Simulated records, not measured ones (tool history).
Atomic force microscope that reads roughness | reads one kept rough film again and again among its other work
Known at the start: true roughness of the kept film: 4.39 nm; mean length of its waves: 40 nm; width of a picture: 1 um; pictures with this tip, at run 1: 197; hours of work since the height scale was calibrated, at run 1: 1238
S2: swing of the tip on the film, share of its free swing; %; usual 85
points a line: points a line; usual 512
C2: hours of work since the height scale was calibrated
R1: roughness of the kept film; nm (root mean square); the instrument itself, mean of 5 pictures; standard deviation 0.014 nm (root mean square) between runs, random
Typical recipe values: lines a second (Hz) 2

run 1 hour=0 | lines_a_second_(Hz)=2 S2=85 points_a_line=512 | pictures_with_this_tip=197 C2=1238 | R1=3.021
-- hour=23.8 new tip fitted
run 2 hour=27 | lines_a_second_(Hz)=2 S2=85 points_a_line=512 | pictures_with_this_tip=6 C2=1259 | R1=3.441
run 3 hour=80.2 | lines_a_second_(Hz)=2 S2=85 points_a_line=512 | pictures_with_this_tip=111 C2=1301 | R1=3.185
run 4 hour=105.1 | lines_a_second_(Hz)=2 S2=85 points_a_line=512 | pictures_with_this_tip=160 C2=1321 | R1=3.042
run 5 hour=127.1 | lines_a_second_(Hz)=2.29 S2=85 points_a_line=512 | pictures_with_this_tip=204 C2=1338 | R1=2.893
-- hour=146.9 new tip fitted
run 6 hour=165.1 | lines_a_second_(Hz)=2.29 S2=85 points_a_line=312 | pictures_with_this_tip=36 C2=1367 | R1=3.284
run 7 hour=215.2 | lines_a_second_(Hz)=2.29 S2=85 points_a_line=312 | pictures_with_this_tip=134 C2=1407 | R1=3.038
run 8 hour=255.7 | lines_a_second_(Hz)=2 S2=85 points_a_line=512 | pictures_with_this_tip=214 C2=1438 | R1=2.966
-- hour=271.4 new tip fitted
run 9 hour=291.9 | lines_a_second_(Hz)=2 S2=85 points_a_line=512 | pictures_with_this_tip=41 C2=1466 | R1=3.368
run 10 hour=342 | lines_a_second_(Hz)=0.5 S2=72 points_a_line=263 | pictures_with_this_tip=139 C2=1506 | R1=3.696
-- hour=347.8 height scale calibrated on a step standard
-- hour=393.2 new tip fitted
run 11 hour=393.2 | lines_a_second_(Hz)=2.7 S2=61 points_a_line=432 | pictures_with_this_tip=0 C2=35 | R1=3.921
run 12 hour=431.6 | lines_a_second_(Hz)=1.69 S2=61 points_a_line=772 | pictures_with_this_tip=76 C2=65 | R1=3.817
run 13 hour=475.3 | lines_a_second_(Hz)=2.31 S2=63 points_a_line=437 | pictures_with_this_tip=162 C2=100 | R1=3.494
-- hour=513.6 new tip fitted
run 14 hour=520.6 | lines_a_second_(Hz)=2 S2=63 points_a_line=707 | pictures_with_this_tip=14 C2=135 | R1=3.981
run 15 hour=553.9 | lines_a_second_(Hz)=1.41 S2=85 points_a_line=512 | pictures_with_this_tip=79 C2=161 | R1=3.464
-- hour=568.1 height scale calibrated on a step standard, once more
run 16 hour=591.1 | lines_a_second_(Hz)=1.41 S2=85 points_a_line=512 | pictures_with_this_tip=151 C2=18 | R1=3.193
run 17 hour=612.8 | lines_a_second_(Hz)=2 S2=84 points_a_line=512 | pictures_with_this_tip=194 C2=35 | R1=2.982

Measured less the same run without the tool's hidden state. The same run-to-run variation is in both; the gauge's scatter may not be:
Hidden conditions of the tool in this case: radius of the tip, nm; height scale over the true one, %; drift of the gauge itself on roughness_nm, %.
run=1 R1=-0.401
run=2 R1=+0.026
run=3 R1=-0.241
run=4 R1=-0.343
run=5 R1=-0.426
run=6 R1=-0.049
run=7 R1=-0.278
run=8 R1=-0.459
run=9 R1=-0.041
run=10 R1=-0.36
run=11 R1=+0.081
run=12 R1=-0.162
run=13 R1=-0.386
run=14 R1=+0.057
run=15 R1=-0.139
run=16 R1=-0.398
run=17 R1=-0.477
